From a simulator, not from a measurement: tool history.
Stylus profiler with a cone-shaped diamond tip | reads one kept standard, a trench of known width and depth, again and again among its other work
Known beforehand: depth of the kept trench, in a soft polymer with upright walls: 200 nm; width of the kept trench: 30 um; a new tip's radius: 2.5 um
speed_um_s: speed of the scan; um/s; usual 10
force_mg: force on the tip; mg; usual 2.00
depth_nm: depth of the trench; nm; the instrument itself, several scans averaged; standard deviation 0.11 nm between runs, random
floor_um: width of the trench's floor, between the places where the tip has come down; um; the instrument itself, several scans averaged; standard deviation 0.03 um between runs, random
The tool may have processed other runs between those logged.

Run 1, hour 0.0: usual settings. Result: depth_nm 202.83 nm, floor_um 27.92 um.
Run 2, hour 32.3: usual settings. Result: depth_nm 202.71 nm, floor_um 27.89 um.
Run 3, hour 70.1: usual settings but force_mg 1.04 mg. Result: depth_nm 201.96 nm, floor_um 27.86 um.
Run 4, hour 96.1: usual settings. Result: depth_nm 202.83 nm, floor_um 27.89 um.
Run 5, hour 117.2: usual settings but force_mg 1.79 mg. Result: depth_nm 202.49 nm, floor_um 27.93 um.
Run 6, hour 135.1: usual settings but force_mg 1.79 mg. Result: depth_nm 202.70 nm, floor_um 27.88 um.
Run 7, hour 171.0: usual settings but speed_um_s 14 um/s. Result: depth_nm 202.85 nm, floor_um 27.87 um.
Run 8, hour 197.9: usual settings. Result: depth_nm 202.86 nm, floor_um 27.84 um.
Run 9, hour 222.0: usual settings. Result: depth_nm 202.78 nm, floor_um 27.91 um.
Run 10, hour 243.0: usual settings but speed_um_s 13 um/s, force_mg 2.18 mg. Result: depth_nm 203.21 nm, floor_um 27.87 um.
Run 11, hour 281.5: usual settings but force_mg 2.96 mg. Result: depth_nm 203.54 nm, floor_um 27.82 um.
Run 12, hour 301.9: usual settings but force_mg 2.96 mg. Result: depth_nm 203.80 nm, floor_um 27.81 um.
Run 13, hour 324.4: usual settings but speed_um_s 3 um/s, force_mg 2.88 mg. Result: depth_nm 203.73 nm, floor_um 27.97 um.
Run 14, hour 353.6: usual settings but speed_um_s 15 um/s, force_mg 1.73 mg. Result: depth_nm 202.49 nm, floor_um 27.83 um.
Run 15, hour 371.2: usual settings but speed_um_s 3 um/s. Result: depth_nm 202.88 nm, floor_um 27.82 um.
Run 16, hour 409.9: usual settings but speed_um_s 14 um/s, force_mg 2.02 mg. Result: depth_nm 202.88 nm, floor_um 27.80 um.
Run 17, hour 444.7: usual settings but speed_um_s 14 um/s, force_mg 2.02 mg. Result: depth_nm 202.91 nm, floor_um 27.81 um.
Run 18, hour 473.7: usual settings but speed_um_s 14 um/s, force_mg 2.02 mg. Result: depth_nm 203.07 nm, floor_um 27.77 um.

Below are 5 alternative next runs, each starting from the tool's condition after run 18. Predict each:
Run A, hour 494.9: usual settings but speed_um_s 14 um/s, force_mg 3.03 mg. Result: depth_nm ?, floor_um ?.
Run B, hour 494.9: usual settings but speed_um_s 18 um/s, force_mg 1.03 mg. Result: depth_nm ?, floor_um ?.
Run C, hour 494.9: usual settings but speed_um_s 4 um/s, force_mg 1.35 mg. Result: depth_nm ?, floor_um ?.
Run D, hour 494.9: usual settings but speed_um_s 2 um/s, force_mg 0.96 mg. Result: depth_nm ?, floor_um ?.
Run E, hour 494.9: usual settings but speed_um_s 14 um/s, force_mg 1.66 mg. Result: depth_nm ?, floor_um ?.

run  depth_nm  floor_um
  A    203.89     27.80
  B    202.05     27.71
  C    202.50     27.83
  D    202.05     27.83
  E    202.76     27.77
With the hidden condition removed and each run's random variation left untouched, the same runs would have given:
run  depth_nm  floor_um
  A    203.42     27.98
  B    201.58     27.90
  C    202.03     28.01
  D    201.59     28.02
  E    202.29     27.96
